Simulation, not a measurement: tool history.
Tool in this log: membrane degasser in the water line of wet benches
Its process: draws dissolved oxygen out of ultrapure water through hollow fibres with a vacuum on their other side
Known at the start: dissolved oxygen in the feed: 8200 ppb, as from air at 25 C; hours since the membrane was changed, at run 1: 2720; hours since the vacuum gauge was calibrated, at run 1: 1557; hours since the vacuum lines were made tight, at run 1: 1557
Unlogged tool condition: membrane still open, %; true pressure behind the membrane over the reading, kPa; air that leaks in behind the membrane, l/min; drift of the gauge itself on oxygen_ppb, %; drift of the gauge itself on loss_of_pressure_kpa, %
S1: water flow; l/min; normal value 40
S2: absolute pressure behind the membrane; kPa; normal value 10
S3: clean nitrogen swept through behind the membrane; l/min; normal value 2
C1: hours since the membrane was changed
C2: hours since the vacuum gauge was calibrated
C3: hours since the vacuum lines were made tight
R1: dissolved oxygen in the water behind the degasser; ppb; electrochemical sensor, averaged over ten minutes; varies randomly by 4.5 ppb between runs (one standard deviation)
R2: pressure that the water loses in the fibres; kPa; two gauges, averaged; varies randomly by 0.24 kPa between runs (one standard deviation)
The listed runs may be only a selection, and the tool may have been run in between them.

run     day  S1    S2    S3    C1    C2    C3      R1     R2
  1       0  40    10     2  2720  1557  1557   448.8  63.14
  2   2.808  40    10     2  2787  1624  1624   448.2   63.8
  3   5.308  40    10     2  2847  1684  1684     455  63.38
  4   7.312  40    10     2  2895  1732  1732   447.5  63.86
  5   9.392  40    10     2  2945  1782  1782   452.8  63.98
  6  10.729  40    10     2  2977  1814  1814   449.8   63.6
  7  13.642  40    10     2  3047  1884  1884   452.1  64.36
  8  15.221  40    10     2  3085  1922  1922   455.8  64.08
  9  16.833  24    10     2  3124  1961  1961   216.1  38.27
 10  19.133  24    10     2  3179  2016  2016     214  38.42
 11  21.504  24    10     2  3236  2073  2073     217  38.43
 12  23.129  24    10     2  3275  2112  2112   217.1  38.37
 13  25.367  58  11.3     2  3329  2165  2165   857.2  93.15
 14  28.242  58  23.9  0.93  3398  2235  2235  2145.6  93.44
 15  31.154  58  23.9  0.93  3468  2304  2304  2213.8  93.26
 16  32.729  58  23.9  0.93  3505  2342  2342  2159.2  93.15
 17      35  40  12.1     2  3560  2397  2397   536.9  64.62
 18  37.754  40  12.6  3.35  3626  2463  2463   420.6   64.9
 19    40.6  40  12.6  3.35  3694  2531  2531   410.9   64.7
 20  42.371  33  18.1  2.54  3737  2574  2574   520.5  53.46
 21  44.171  33  18.1  2.54  3780  2617  2617   512.8  53.14
 22  46.746  36   8.5  4.77  3842  2679  2679   218.9  58.44
 23  49.692  36   8.5  4.77  3913  2749  2749   218.2  58.53

For each run, the measured value with the value that run would have given without the tool's hidden condition subtracted. The run-to-run variation is shared by both, the gauge scatter possibly not:
run     R2
  1  +0.02
  2  +0.09
  3  +0.15
  4  +0.19
  5  +0.25
  6  +0.27
  7  +0.35
  8  +0.38
  9  +0.25
 10  +0.28
 11  +0.32
 12  +0.34
 13   +0.9
 14     +1
 15   +1.1
 16  +1.16
 17  +0.85
 18  +0.91
 19  +0.98
 20  +0.84
 21  +0.87
 22  +1.02
 23  +1.08
For R1, the value without the hidden state is never more than 0.6 ppb from the measured value.

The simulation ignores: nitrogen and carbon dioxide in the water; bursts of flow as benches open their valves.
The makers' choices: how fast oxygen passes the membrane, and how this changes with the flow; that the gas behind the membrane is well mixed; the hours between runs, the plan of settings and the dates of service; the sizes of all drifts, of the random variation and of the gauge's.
